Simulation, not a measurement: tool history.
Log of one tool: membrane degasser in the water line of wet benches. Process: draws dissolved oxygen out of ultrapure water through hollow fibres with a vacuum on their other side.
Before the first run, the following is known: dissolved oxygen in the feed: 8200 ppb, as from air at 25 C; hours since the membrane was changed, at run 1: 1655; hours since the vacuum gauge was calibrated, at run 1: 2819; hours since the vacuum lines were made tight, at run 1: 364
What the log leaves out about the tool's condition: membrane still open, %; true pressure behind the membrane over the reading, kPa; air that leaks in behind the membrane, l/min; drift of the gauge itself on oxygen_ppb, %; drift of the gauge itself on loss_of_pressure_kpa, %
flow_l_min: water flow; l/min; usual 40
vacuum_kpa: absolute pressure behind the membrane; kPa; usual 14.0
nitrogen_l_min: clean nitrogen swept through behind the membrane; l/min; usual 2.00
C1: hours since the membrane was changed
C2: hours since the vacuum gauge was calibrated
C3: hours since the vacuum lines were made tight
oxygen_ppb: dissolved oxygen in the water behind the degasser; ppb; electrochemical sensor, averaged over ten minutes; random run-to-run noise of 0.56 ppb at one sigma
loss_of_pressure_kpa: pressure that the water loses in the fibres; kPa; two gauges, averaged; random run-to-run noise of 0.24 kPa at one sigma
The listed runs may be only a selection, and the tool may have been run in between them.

{"run": 1, "hour": 0.0, "flow_l_min": 40, "vacuum_kpa": 14.0, "nitrogen_l_min": 2.0, "C1": 1655, "C2": 2819, "C3": 364, "oxygen_ppb": 461.8, "loss_of_pressure_kpa": 62.15}
{"run": 2, "hour": 76.3, "flow_l_min": 40, "vacuum_kpa": 14.0, "nitrogen_l_min": 2.0, "C1": 1731, "C2": 2895, "C3": 440, "oxygen_ppb": 461.9, "loss_of_pressure_kpa": 62.09}
{"run": 3, "hour": 153.4, "flow_l_min": 40, "vacuum_kpa": 14.7, "nitrogen_l_min": 2.0, "C1": 1808, "C2": 2972, "C3": 517, "oxygen_ppb": 489.7, "loss_of_pressure_kpa": 61.82}
{"run": 4, "hour": 254.3, "flow_l_min": 40, "vacuum_kpa": 14.0, "nitrogen_l_min": 2.0, "C1": 1909, "C2": 3073, "C3": 618, "oxygen_ppb": 462.6, "loss_of_pressure_kpa": 61.99}
{"run": 5, "hour": 336.8, "flow_l_min": 40, "vacuum_kpa": 14.0, "nitrogen_l_min": 2.0, "C1": 1992, "C2": 3155, "C3": 701, "oxygen_ppb": 461.5, "loss_of_pressure_kpa": 62.25}
{"run": 6, "hour": 389.6, "flow_l_min": 24, "vacuum_kpa": 14.0, "nitrogen_l_min": 2.0, "C1": 2045, "C2": 3208, "C3": 753, "oxygen_ppb": 293.3, "loss_of_pressure_kpa": 37.3}
{"run": 7, "hour": 507.8, "flow_l_min": 24, "vacuum_kpa": 14.0, "nitrogen_l_min": 2.0, "C1": 2163, "C2": 3326, "C3": 872, "oxygen_ppb": 292.8, "loss_of_pressure_kpa": 36.9}
{"run": 8, "hour": 615.5, "flow_l_min": 24, "vacuum_kpa": 14.0, "nitrogen_l_min": 2.0, "C1": 2271, "C2": 3434, "C3": 979, "oxygen_ppb": 293.6, "loss_of_pressure_kpa": 37.33}
{"run": 9, "hour": 670.3, "flow_l_min": 24, "vacuum_kpa": 14.0, "nitrogen_l_min": 2.0, "C1": 2325, "C2": 3489, "C3": 1034, "oxygen_ppb": 294.3, "loss_of_pressure_kpa": 36.93}
{"run": 10, "hour": 734.5, "flow_l_min": 40, "vacuum_kpa": 14.0, "nitrogen_l_min": 2.0, "C1": 2389, "C2": 3553, "C3": 1098, "oxygen_ppb": 461.2, "loss_of_pressure_kpa": 62.14}
{"run": 11, "hour": 863.4, "flow_l_min": 40, "vacuum_kpa": 14.0, "nitrogen_l_min": 2.0, "C1": 2518, "C2": 3682, "C3": 1227, "oxygen_ppb": 460.9, "loss_of_pressure_kpa": 62.45}
{"hour": 962.5, "done": "vacuum gauge calibrated"}
{"run": 12, "hour": 980.4, "flow_l_min": 40, "vacuum_kpa": 14.0, "nitrogen_l_min": 2.0, "C1": 2635, "C2": 18, "C3": 1344, "oxygen_ppb": 460.4, "loss_of_pressure_kpa": 62.42}
{"run": 13, "hour": 1046.4, "flow_l_min": 40, "vacuum_kpa": 14.0, "nitrogen_l_min": 2.0, "C1": 2701, "C2": 84, "C3": 1410, "oxygen_ppb": 461.5, "loss_of_pressure_kpa": 62.46}
{"run": 14, "hour": 1172.6, "flow_l_min": 40, "vacuum_kpa": 14.0, "nitrogen_l_min": 2.0, "C1": 2827, "C2": 210, "C3": 1536, "oxygen_ppb": 461.4, "loss_of_pressure_kpa": 61.92}
{"run": 15, "hour": 1240.8, "flow_l_min": 40, "vacuum_kpa": 14.0, "nitrogen_l_min": 0.83, "C1": 2895, "C2": 278, "C3": 1604, "oxygen_ppb": 917.7, "loss_of_pressure_kpa": 62.23}
{"run": 16, "hour": 1319.1, "flow_l_min": 41, "vacuum_kpa": 14.0, "nitrogen_l_min": 2.0, "C1": 2974, "C2": 357, "C3": 1682, "oxygen_ppb": 471.7, "loss_of_pressure_kpa": 63.5}
{"run": 17, "hour": 1375.0, "flow_l_min": 40, "vacuum_kpa": 14.0, "nitrogen_l_min": 2.23, "C1": 3030, "C2": 412, "C3": 1738, "oxygen_ppb": 420.9, "loss_of_pressure_kpa": 62.33}
{"run": 18, "hour": 1448.2, "flow_l_min": 40, "vacuum_kpa": 12.9, "nitrogen_l_min": 3.08, "C1": 3103, "C2": 486, "C3": 1812, "oxygen_ppb": 286.8, "loss_of_pressure_kpa": 62.22}
{"run": 19, "hour": 1539.3, "flow_l_min": 25, "vacuum_kpa": 22.6, "nitrogen_l_min": 3.98, "C1": 3194, "C2": 577, "C3": 1903, "oxygen_ppb": 285.7, "loss_of_pressure_kpa": 38.65}
{"run": 20, "hour": 1623.0, "flow_l_min": 29, "vacuum_kpa": 10.7, "nitrogen_l_min": 2.38, "C1": 3277, "C2": 660, "C3": 1986, "oxygen_ppb": 209.4, "loss_of_pressure_kpa": 44.94}
{"run": 21, "hour": 1699.5, "flow_l_min": 40, "vacuum_kpa": 14.0, "nitrogen_l_min": 1.14, "C1": 3354, "C2": 737, "C3": 2063, "oxygen_ppb": 725.2, "loss_of_pressure_kpa": 62.15}
{"run": 22, "hour": 1797.3, "flow_l_min": 43, "vacuum_kpa": 29.8, "nitrogen_l_min": 1.54, "C1": 3452, "C2": 835, "C3": 2161, "oxygen_ppb": 1362.8, "loss_of_pressure_kpa": 66.36}
{"run": 23, "hour": 1889.1, "flow_l_min": 41, "vacuum_kpa": 29.3, "nitrogen_l_min": 1.54, "C1": 3544, "C2": 927, "C3": 2252, "oxygen_ppb": 1291.9, "loss_of_pressure_kpa": 63.83}
{"run": 24, "hour": 1958.0, "flow_l_min": 39, "vacuum_kpa": 28.4, "nitrogen_l_min": 2.0, "C1": 3613, "C2": 995, "C3": 2321, "oxygen_ppb": 983.8, "loss_of_pressure_kpa": 60.7}
{"run": 25, "hour": 2014.7, "flow_l_min": 40, "vacuum_kpa": 13.4, "nitrogen_l_min": 0.9, "C1": 3669, "C2": 1052, "C3": 2378, "oxygen_ppb": 820.3, "loss_of_pressure_kpa": 62.09}
{"run": 26, "hour": 2098.9, "flow_l_min": 40, "vacuum_kpa": 13.4, "nitrogen_l_min": 0.9, "C1": 3753, "C2": 1136, "C3": 2462, "oxygen_ppb": 822.4, "loss_of_pressure_kpa": 62.57}
{"run": 27, "hour": 2224.1, "flow_l_min": 40, "vacuum_kpa": 23.9, "nitrogen_l_min": 0.8, "C1": 3879, "C2": 1262, "C3": 2587, "oxygen_ppb": 1659.6, "loss_of_pressure_kpa": 61.76}
{"run": 28, "hour": 2298.3, "flow_l_min": 35, "vacuum_kpa": 27.4, "nitrogen_l_min": 3.19, "C1": 3953, "C2": 1336, "C3": 2662, "oxygen_ppb": 584.9, "loss_of_pressure_kpa": 54.29}
{"run": 29, "hour": 2400.8, "flow_l_min": 40, "vacuum_kpa": 21.2, "nitrogen_l_min": 1.79, "C1": 4055, "C2": 1438, "C3": 2764, "oxygen_ppb": 811.3, "loss_of_pressure_kpa": 62.3}
{"run": 30, "hour": 2498.5, "flow_l_min": 40, "vacuum_kpa": 21.2, "nitrogen_l_min": 1.79, "C1": 4153, "C2": 1536, "C3": 2862, "oxygen_ppb": 812.6, "loss_of_pressure_kpa": 62.06}
{"run": 31, "hour": 2551.6, "flow_l_min": 57, "vacuum_kpa": 13.4, "nitrogen_l_min": 1.12, "C1": 4206, "C2": 1589, "C3": 2915, "oxygen_ppb": 918.0, "loss_of_pressure_kpa": 88.26}
{"run": 32, "hour": 2648.0, "flow_l_min": 48, "vacuum_kpa": 23.6, "nitrogen_l_min": 4.01, "C1": 4303, "C2": 1685, "C3": 3011, "oxygen_ppb": 542.9, "loss_of_pressure_kpa": 74.45}
{"run": 33, "hour": 2741.0, "flow_l_min": 48, "vacuum_kpa": 23.6, "nitrogen_l_min": 4.01, "C1": 4395, "C2": 1778, "C3": 3104, "oxygen_ppb": 543.2, "loss_of_pressure_kpa": 74.45}

Each row is a separate what-if for the run after 33, all from the same tool condition, not one after another. Results?
{"run": "A", "hour": 2833.3, "flow_l_min": 25, "vacuum_kpa": 22.1, "nitrogen_l_min": 1.17, "C1": 4488, "C2": 1871, "C3": 3197, "oxygen_ppb": "?", "loss_of_pressure_kpa": "?"}
{"run": "B", "hour": 2833.3, "flow_l_min": 47, "vacuum_kpa": 14.0, "nitrogen_l_min": 2.11, "C1": 4488, "C2": 1871, "C3": 3197, "oxygen_ppb": "?", "loss_of_pressure_kpa": "?"}
{"run": "C", "hour": 2833.3, "flow_l_min": 35, "vacuum_kpa": 15.0, "nitrogen_l_min": 1.22, "C1": 4488, "C2": 1871, "C3": 3197, "oxygen_ppb": "?", "loss_of_pressure_kpa": "?"}

run=A oxygen_ppb=816.0 loss_of_pressure_kpa=38.80
run=B oxygen_ppb=508.5 loss_of_pressure_kpa=73.04
run=C oxygen_ppb=672.5 loss_of_pressure_kpa=54.42
Take away the tool's hidden state, keep each run's random variation, and the runs would have read:
run=A oxygen_ppb=815.9 loss_of_pressure_kpa=38.79
run=B oxygen_ppb=508.5 loss_of_pressure_kpa=73.01
run=C oxygen_ppb=672.4 loss_of_pressure_kpa=54.40

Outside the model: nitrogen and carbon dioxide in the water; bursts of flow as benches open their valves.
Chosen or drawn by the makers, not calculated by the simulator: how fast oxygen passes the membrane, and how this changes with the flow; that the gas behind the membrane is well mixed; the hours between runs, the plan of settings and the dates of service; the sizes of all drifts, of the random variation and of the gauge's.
